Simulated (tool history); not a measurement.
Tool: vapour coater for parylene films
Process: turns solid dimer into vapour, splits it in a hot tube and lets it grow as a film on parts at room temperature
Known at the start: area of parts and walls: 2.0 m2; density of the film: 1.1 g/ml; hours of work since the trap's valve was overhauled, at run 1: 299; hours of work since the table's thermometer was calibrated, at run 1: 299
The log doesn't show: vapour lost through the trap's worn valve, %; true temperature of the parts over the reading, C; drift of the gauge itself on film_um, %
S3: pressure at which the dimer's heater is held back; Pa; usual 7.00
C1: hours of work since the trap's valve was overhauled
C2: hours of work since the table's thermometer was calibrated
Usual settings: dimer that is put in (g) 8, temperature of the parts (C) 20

Run 1, hour 0.0: usual settings; C1 299; C2 299. Result: thickness of the film (nm) 2030.
Run 2, hour 15.7: usual settings; C1 309; C2 309. Result: thickness of the film (nm) 2030.
Run 3, hour 28.6: usual settings; C1 318; C2 318. Result: thickness of the film (nm) 2020.
Run 4, hour 37.4: usual settings; C1 323; C2 323. Result: thickness of the film (nm) 2020.
Run 5, hour 54.7: usual settings but temperature of the parts (C) 12; C1 335; C2 335. Result: thickness of the film (nm) 2860.
Run 6, hour 68.0: usual settings but S3 2.53 Pa; C1 344; C2 344. Result: thickness of the film (nm) 2140.
At hour 80.8: trap's valve overhauled.
Run 7, hour 85.7: usual settings but S3 2.53 Pa; C1 3; C2 353. Result: thickness of the film (nm) 2350.
Run 8, hour 94.1: usual settings but S3 2.53 Pa; C1 9; C2 358. Result: thickness of the film (nm) 2380.
Run 9, hour 109.5: usual settings but dimer that is put in (g) 3; C1 19; C2 368. Result: thickness of the film (nm) 830.
Run 10, hour 120.1: usual settings but dimer that is put in (g) 3; C1 26; C2 375. Result: thickness of the film (nm) 840.
Run 11, hour 132.3: usual settings but temperature of the parts (C) 29; C1 34; C2 383. Result: thickness of the film (nm) 1490.
Run 12, hour 143.1: usual settings but temperature of the parts (C) 29, S3 2.27 Pa; C1 41; C2 390. Result: thickness of the film (nm) 1620.
Run 13, hour 153.9: usual settings but temperature of the parts (C) 29, S3 2.27 Pa; C1 48; C2 398. Result: thickness of the film (nm) 1640.
Run 14, hour 172.7: usual settings but temperature of the parts (C) 29, S3 2.27 Pa; C1 61; C2 410. Result: thickness of the film (nm) 1600.
Run 15, hour 192.1: usual settings but temperature of the parts (C) 29, S3 2.27 Pa; C1 73; C2 423. Result: thickness of the film (nm) 1630.
Run 16, hour 206.9: usual settings but temperature of the parts (C) 29, S3 2.27 Pa; C1 83; C2 433. Result: thickness of the film (nm) 1600.
Run 17, hour 223.3: usual settings but temperature of the parts (C) 29, S3 2.27 Pa; C1 94; C2 443. Result: thickness of the film (nm) 1600.
Run 18, hour 238.7: usual settings; C1 104; C2 453. Result: thickness of the film (nm) 2120.
Run 19, hour 248.8: usual settings; C1 111; C2 460. Result: thickness of the film (nm) 2140.
Run 20, hour 263.2: usual settings; C1 120; C2 470. Result: thickness of the film (nm) 2150.
Run 21, hour 276.3: usual settings; C1 129; C2 478. Result: thickness of the film (nm) 2150.
Run 22, hour 285.7: usual settings; C1 135; C2 484. Result: thickness of the film (nm) 2080.
Run 23, hour 296.4: usual settings; C1 142; C2 491. Result: thickness of the film (nm) 2120.
Run 24, hour 309.7: usual settings; C1 151; C2 500. Result: thickness of the film (nm) 2080.
Run 25, hour 324.0: usual settings but S3 4.86 Pa; C1 160; C2 510. Result: thickness of the film (nm) 2190.
Run 26, hour 334.1: usual settings but S3 4.86 Pa; C1 167; C2 516. Result: thickness of the film (nm) 2160.
Run 27, hour 346.9: usual settings but S3 4.86 Pa; C1 175; C2 525. Result: thickness of the film (nm) 2160.
At hour 349.1: table's thermometer calibrated.
Run 28, hour 368.5: usual settings but S3 4.86 Pa; C1 189; C2 13. Result: thickness of the film (nm) 2130.
Run 29, hour 381.1: usual settings but dimer that is put in (g) 3, S3 5.20 Pa; C1 197; C2 21. Result: thickness of the film (nm) 780.
Run 30, hour 400.4: usual settings but dimer that is put in (g) 3, S3 5.20 Pa; C1 210; C2 34. Result: thickness of the film (nm) 800.
Run 31, hour 411.3: usual settings but temperature of the parts (C) 17, S3 7.90 Pa; C1 217; C2 41. Result: thickness of the film (nm) 2340.
Run 32, hour 424.3: usual settings but dimer that is put in (g) 12, S3 4.19 Pa; C1 226; C2 50. Result: thickness of the film (nm) 3290.
Run 33, hour 443.4: usual settings but dimer that is put in (g) 12, S3 3.24 Pa; C1 238; C2 62. Result: thickness of the film (nm) 3210.
At hour 446.3: table's thermometer calibrated, once more.
Run 34, hour 461.1: usual settings but temperature of the parts (C) 16; C1 249; C2 10. Result: thickness of the film (nm) 2470.
Run 35, hour 479.3: usual settings but dimer that is put in (g) 7, temperature of the parts (C) 13, S3 9.63 Pa; C1 261; C2 22. Result: thickness of the film (nm) 2430.
Run 36, hour 491.6: usual settings but dimer that is put in (g) 7, temperature of the parts (C) 15, S3 4.42 Pa; C1 269; C2 30. Result: thickness of the film (nm) 2330.
Run 37, hour 508.6: usual settings but dimer that is put in (g) 7, temperature of the parts (C) 15, S3 4.42 Pa; C1 280; C2 41. Result: thickness of the film (nm) 2300.
Run 38, hour 528.6: usual settings but dimer that is put in (g) 5, temperature of the parts (C) 14; C1 294; C2 54. Result: thickness of the film (nm) 1610.
Run 39, hour 547.9: usual settings but dimer that is put in (g) 5, temperature of the parts (C) 14; C1 306; C2 67. Result: thickness of the film (nm) 1660.
Run 40, hour 559.7: usual settings but dimer that is put in (g) 3, temperature of the parts (C) 26, S3 10.11 Pa; C1 314; C2 75. Result: thickness of the film (nm) 530.
Run 41, hour 571.3: usual settings but dimer that is put in (g) 3, temperature of the parts (C) 26, S3 10.11 Pa; C1 322; C2 82. Result: thickness of the film (nm) 580.
Run 42, hour 588.7: usual settings but temperature of the parts (C) 26, S3 10.11 Pa; C1 333; C2 94. Result: thickness of the film (nm) 1540.
Run 43, hour 602.9: usual settings but dimer that is put in (g) 4, temperature of the parts (C) 16, S3 9.42 Pa; C1 343; C2 103. Result: thickness of the film (nm) 1200.
At hour 617.2: trap's valve overhauled.
Run 44, hour 620.5: usual settings but dimer that is put in (g) 13; C1 2; C2 112. Result: thickness of the film (nm) 3650.
Run 45, hour 636.0: usual settings but dimer that is put in (g) 9, temperature of the parts (C) 16, S3 4.93 Pa; C1 12; C2 122. Result: thickness of the film (nm) 3040.
Run 46, hour 656.7: usual settings but dimer that is put in (g) 9, temperature of the parts (C) 16, S3 4.93 Pa; C1 26; C2 136. Result: thickness of the film (nm) 3000.

3 ways to go on from here, each from the tool as it stands after run 46. What would each give?
Run A, hour 674.3: usual settings but S3 4.13 Pa; C1 38; C2 148. Result: thickness of the film (nm) ?.
Run B, hour 674.3: usual settings but temperature of the parts (C) 14; C1 38; C2 148. Result: thickness of the film (nm) ?.
Run C, hour 674.3: usual settings but S3 2.65 Pa; C1 38; C2 148. Result: thickness of the film (nm) ?.

run  thickness of the film (nm)
  A                        2310
  B                        2830
  C                        2390
Without the tool's hidden state the same runs would have given:
run  thickness of the film (nm)
  A                        2350
  B                        2870
  C                        2430

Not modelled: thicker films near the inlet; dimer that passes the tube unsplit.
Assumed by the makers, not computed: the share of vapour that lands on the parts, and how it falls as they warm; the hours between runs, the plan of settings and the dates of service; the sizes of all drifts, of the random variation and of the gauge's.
